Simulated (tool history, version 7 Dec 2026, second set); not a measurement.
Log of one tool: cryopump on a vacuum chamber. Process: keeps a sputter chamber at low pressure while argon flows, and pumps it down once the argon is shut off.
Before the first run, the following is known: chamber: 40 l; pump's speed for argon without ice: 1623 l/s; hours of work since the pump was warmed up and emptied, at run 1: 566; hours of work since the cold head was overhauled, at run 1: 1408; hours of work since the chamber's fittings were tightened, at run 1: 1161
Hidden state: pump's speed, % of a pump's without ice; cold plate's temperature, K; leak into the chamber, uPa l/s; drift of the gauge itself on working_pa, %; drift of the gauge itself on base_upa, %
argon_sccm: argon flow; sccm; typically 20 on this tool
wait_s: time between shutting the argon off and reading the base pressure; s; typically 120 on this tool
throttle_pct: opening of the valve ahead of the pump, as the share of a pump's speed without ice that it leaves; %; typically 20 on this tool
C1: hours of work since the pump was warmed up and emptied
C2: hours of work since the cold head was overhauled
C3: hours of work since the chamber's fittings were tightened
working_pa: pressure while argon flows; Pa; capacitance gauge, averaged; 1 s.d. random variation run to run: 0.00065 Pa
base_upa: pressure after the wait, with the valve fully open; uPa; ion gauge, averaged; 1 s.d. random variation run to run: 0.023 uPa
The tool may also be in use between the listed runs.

Run 1, hour 0.0: usual settings; C1 566; C2 1408; C3 1161. Result: working_pa 0.1098 Pa, base_upa 2.19 uPa.
Run 2, hour 66.2: usual settings; C1 594; C2 1437; C3 1190. Result: working_pa 0.1096 Pa, base_upa 2.14 uPa.
Run 3, hour 113.1: usual settings but throttle_pct 17 %; C1 614; C2 1457; C3 1210. Result: working_pa 0.1297 Pa, base_upa 2.20 uPa.
Run 4, hour 149.7: usual settings but throttle_pct 17 %; C1 630; C2 1472; C3 1226. Result: working_pa 0.1286 Pa, base_upa 2.28 uPa.
Run 5, hour 223.6: usual settings but throttle_pct 49 %; C1 661; C2 1504; C3 1257. Result: working_pa 0.0495 Pa, base_upa 2.28 uPa.
Run 6, hour 291.9: usual settings but throttle_pct 49 %; C1 691; C2 1533; C3 1287. Result: working_pa 0.0503 Pa, base_upa 2.42 uPa.
Run 7, hour 351.3: usual settings but throttle_pct 49 %; C1 716; C2 1559; C3 1312. Result: working_pa 0.0505 Pa, base_upa 2.40 uPa.
Run 8, hour 394.6: usual settings but throttle_pct 49 %; C1 735; C2 1577; C3 1331. Result: working_pa 0.0507 Pa, base_upa 2.43 uPa.
Run 9, hour 431.6: usual settings but throttle_pct 49 %; C1 751; C2 1593; C3 1346. Result: working_pa 0.0509 Pa, base_upa 2.53 uPa.
Run 10, hour 502.0: usual settings but throttle_pct 35 %; C1 781; C2 1624; C3 1377. Result: working_pa 0.0678 Pa, base_upa 2.49 uPa.
At hour 558.5: pump warmed up, emptied and cooled again.
Run 11, hour 587.1: usual settings but throttle_pct 35 %; C1 12; C2 1658; C3 1411. Result: working_pa 0.0603 Pa, base_upa 2.09 uPa.
Run 12, hour 661.6: usual settings; C1 44; C2 1690; C3 1443. Result: working_pa 0.1056 Pa, base_upa 2.10 uPa.
Run 13, hour 718.5: usual settings; C1 69; C2 1714; C3 1467. Result: working_pa 0.1047 Pa, base_upa 2.15 uPa.
Run 14, hour 755.4: usual settings; C1 84; C2 1730; C3 1483. Result: working_pa 0.1059 Pa, base_upa 2.21 uPa.
Run 15, hour 830.9: usual settings; C1 117; C2 1762; C3 1516. Result: working_pa 0.1059 Pa, base_upa 2.23 uPa.
Run 16, hour 913.7: usual settings; C1 152; C2 1798; C3 1551. Result: working_pa 0.1064 Pa, base_upa 2.23 uPa.
Run 17, hour 950.2: usual settings but argon_sccm 27 sccm, wait_s 212 s; C1 168; C2 1814; C3 1567. Result: working_pa 0.1426 Pa, base_upa 2.00 uPa.
Run 18, hour 1030.2: usual settings but argon_sccm 27 sccm, wait_s 212 s; C1 202; C2 1848; C3 1601. Result: working_pa 0.1434 Pa, base_upa 2.09 uPa.
Run 19, hour 1094.1: usual settings but argon_sccm 9 sccm, wait_s 29 s, throttle_pct 36 %; C1 230; C2 1875; C3 1628. Result: working_pa 0.0270 Pa, base_upa 4.40 uPa.
Run 20, hour 1149.8: usual settings but argon_sccm 25 sccm, wait_s 130 s, throttle_pct 15 %; C1 254; C2 1899; C3 1652. Result: working_pa 0.1773 Pa, base_upa 2.36 uPa.
Run 21, hour 1203.0: usual settings but argon_sccm 13 sccm, wait_s 135 s, throttle_pct 15 %; C1 276; C2 1922; C3 1675. Result: working_pa 0.0923 Pa, base_upa 2.40 uPa.
Run 22, hour 1271.9: usual settings but argon_sccm 30 sccm, throttle_pct 25 %; C1 306; C2 1952; C3 1705. Result: working_pa 0.1290 Pa, base_upa 2.47 uPa.
Run 23, hour 1315.8: usual settings but argon_sccm 30 sccm, throttle_pct 25 %; C1 325; C2 1970; C3 1724. Result: working_pa 0.1310 Pa, base_upa 2.57 uPa.
Run 24, hour 1393.9: usual settings but argon_sccm 9 sccm, wait_s 25 s, throttle_pct 16 %; C1 358; C2 2004; C3 1757. Result: working_pa 0.0600 Pa, base_upa 4.95 uPa.
Run 25, hour 1446.5: usual settings but argon_sccm 11 sccm, wait_s 199 s, throttle_pct 34 %; C1 381; C2 2026; C3 1780. Result: working_pa 0.0349 Pa, base_upa 2.39 uPa.
Run 26, hour 1532.7: usual settings but argon_sccm 11 sccm, wait_s 199 s, throttle_pct 34 %; C1 418; C2 2063; C3 1817. Result: working_pa 0.0361 Pa, base_upa 2.50 uPa.
Run 27, hour 1586.1: usual settings but wait_s 26 s; C1 441; C2 2086; C3 1839. Result: working_pa 0.1083 Pa, base_upa 5.02 uPa.
Run 28, hour 1668.9: usual settings but wait_s 245 s; C1 476; C2 2122; C3 1875. Result: working_pa 0.1084 Pa, base_upa 2.46 uPa.
Run 29, hour 1742.7: usual settings but argon_sccm 11 sccm, wait_s 243 s, throttle_pct 28 %; C1 508; C2 2153; C3 1907. Result: working_pa 0.0437 Pa, base_upa 2.55 uPa.
Run 30, hour 1818.7: usual settings but argon_sccm 30 sccm, wait_s 103 s, throttle_pct 24 %; C1 540; C2 2186; C3 1939. Result: working_pa 0.1395 Pa, base_upa 3.06 uPa.

Below are 5 alternative next runs, each starting from the tool's condition after run 30. Predict each:
Run A, hour 1892.6: usual settings but argon_sccm 17 sccm, wait_s 82 s, throttle_pct 33 %; C1 572; C2 2218; C3 1971. Result: working_pa ?, base_upa ?.
Run B, hour 1892.6: usual settings but argon_sccm 30 sccm, wait_s 103 s, throttle_pct 54 %; C1 572; C2 2218; C3 1971. Result: working_pa ?, base_upa ?.
Run C, hour 1892.6: usual settings but argon_sccm 15 sccm; C1 572; C2 2218; C3 1971. Result: working_pa ?, base_upa ?.
Run D, hour 1892.6: usual settings but argon_sccm 16 sccm, wait_s 39 s, throttle_pct 31 %; C1 572; C2 2218; C3 1971. Result: working_pa ?, base_upa ?.
Run E, hour 1892.6: usual settings but argon_sccm 34 sccm; C1 572; C2 2218; C3 1971. Result: working_pa ?, base_upa ?.

run  working_pa  base_upa
  A      0.0597      3.32
  B      0.0679      3.12
  C      0.0825      3.05
  D      0.0582      4.41
  E      0.1885      3.06
Had the tool no hidden state, the same runs would have come out as:
run  working_pa  base_upa
  A      0.0546      1.10
  B      0.0589      0.92
  C      0.0780      0.81
  D      0.0535      2.16
  E      0.1783      0.82
